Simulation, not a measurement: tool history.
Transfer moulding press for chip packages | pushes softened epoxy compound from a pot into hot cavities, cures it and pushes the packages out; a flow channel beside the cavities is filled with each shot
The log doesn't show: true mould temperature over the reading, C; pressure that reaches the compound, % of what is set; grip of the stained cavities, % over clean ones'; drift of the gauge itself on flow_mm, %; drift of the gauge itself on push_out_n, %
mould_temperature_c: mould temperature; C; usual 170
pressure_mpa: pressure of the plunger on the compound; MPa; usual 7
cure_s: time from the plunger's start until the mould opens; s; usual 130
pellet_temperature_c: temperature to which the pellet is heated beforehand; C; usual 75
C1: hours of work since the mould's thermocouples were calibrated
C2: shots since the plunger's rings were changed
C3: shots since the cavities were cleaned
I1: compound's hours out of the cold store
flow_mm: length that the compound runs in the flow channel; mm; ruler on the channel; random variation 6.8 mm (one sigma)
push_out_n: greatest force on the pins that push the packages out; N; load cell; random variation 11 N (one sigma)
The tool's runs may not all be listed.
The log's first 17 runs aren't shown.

Run 18, hour 486.6: usual settings but mould_temperature_c 162 C, pressure_mpa 7.06 MPa, cure_s 138 s, pellet_temperature_c 69 C; C1 55; C2 6020; C3 456; I1 44. Result: flow_mm 763 mm, push_out_n 777 N.
Run 19, hour 504.7: usual settings but mould_temperature_c 165 C, pressure_mpa 7.26 MPa, cure_s 142 s, pellet_temperature_c 70 C; C1 63; C2 6133; C3 569; I1 17.7. Result: flow_mm 813 mm, push_out_n 583 N.
Run 20, hour 536.1: usual settings but mould_temperature_c 163 C, pressure_mpa 7.26 MPa, cure_s 142 s, pellet_temperature_c 73 C; C1 77; C2 6328; C3 764; I1 9.2. Result: flow_mm 840 mm, push_out_n 723 N.
At hour 552.9: cavities cleaned with cleaning compound and waxed.
Run 21, hour 564.2: usual settings but mould_temperature_c 162 C, cure_s 162 s, pellet_temperature_c 66 C; C1 88; C2 6494; C3 70; I1 31.5. Result: flow_mm 798 mm, push_out_n 539 N.
Run 22, hour 585.2: usual settings but mould_temperature_c 162 C, cure_s 162 s, pellet_temperature_c 66 C; C1 98; C2 6625; C3 201; I1 22.7. Result: flow_mm 805 mm, push_out_n 589 N.
At hour 594.2: plunger's sealing rings changed.
Run 23, hour 616: usual settings but mould_temperature_c 177 C, pressure_mpa 5.59 MPa, cure_s 123 s, pellet_temperature_c 83 C; C1 110; C2 135; C3 377; I1 18.9. Result: flow_mm 678 mm, push_out_n 386 N.
Run 24, hour 635.2: usual settings but mould_temperature_c 165 C, pressure_mpa 6.38 MPa, cure_s 166 s, pellet_temperature_c 85 C; C1 119; C2 255; C3 497; I1 23.7. Result: flow_mm 752 mm, push_out_n 431 N.
Run 25, hour 653: usual settings but mould_temperature_c 165 C, pressure_mpa 6.38 MPa, cure_s 166 s, pellet_temperature_c 85 C; C1 126; C2 366; C3 608; I1 29.4. Result: flow_mm 742 mm, push_out_n 436 N.
Run 26, hour 675.3: usual settings but mould_temperature_c 162 C, pressure_mpa 5.74 MPa, cure_s 120 s, pellet_temperature_c 76 C; C1 136; C2 504; C3 746; I1 37.5. Result: flow_mm 717 mm, push_out_n 1030 N.
At hour 694.1: cavities cleaned with cleaning compound and waxed.
Run 27, hour 694.2: usual settings but mould_temperature_c 162 C, pressure_mpa 7.22 MPa, cure_s 126 s, pellet_temperature_c 76 C; C1 144; C2 612; C3 0; I1 47.7. Result: flow_mm 773 mm, push_out_n 888 N.
Run 28, hour 729.7: usual settings but pressure_mpa 7.8 MPa; C1 159; C2 833; C3 221; I1 28.2. Result: flow_mm 804 mm, push_out_n 491 N.
Run 29, hour 760.8: usual settings but cure_s 159 s, pellet_temperature_c 79 C; C1 173; C2 1027; C3 415; I1 18.7. Result: flow_mm 788 mm, push_out_n 378 N.
Run 30, hour 786.6: usual settings but pressure_mpa 8.01 MPa, pellet_temperature_c 82 C; C1 184; C2 1187; C3 575; I1 33.3. Result: flow_mm 798 mm, push_out_n 506 N.

3 ways to go on from here, each from the tool as it stands after run 30. What would each give?
Run A, hour 804.4: usual settings but mould_temperature_c 175 C, pressure_mpa 5.77 MPa, cure_s 146 s; C1 192; C2 1298; C3 686; I1 13.8. Result: flow_mm ?, push_out_n ?.
Run B, hour 804.4: usual settings but cure_s 166 s; C1 192; C2 1298; C3 686; I1 29.4. Result: flow_mm ?, push_out_n ?.
Run C, hour 804.4: usual settings but mould_temperature_c 166 C, cure_s 150 s, pellet_temperature_c 71 C; C1 192; C2 1298; C3 686; I1 32.7. Result: flow_mm ?, push_out_n ?.

run  flow_mm  push_out_n
  A      706         357
  B      749         352
  C      776         483
Without the tool's hidden state the same runs would have given:
run  flow_mm  push_out_n
  A      706         355
  B      749         350
  C      777         480
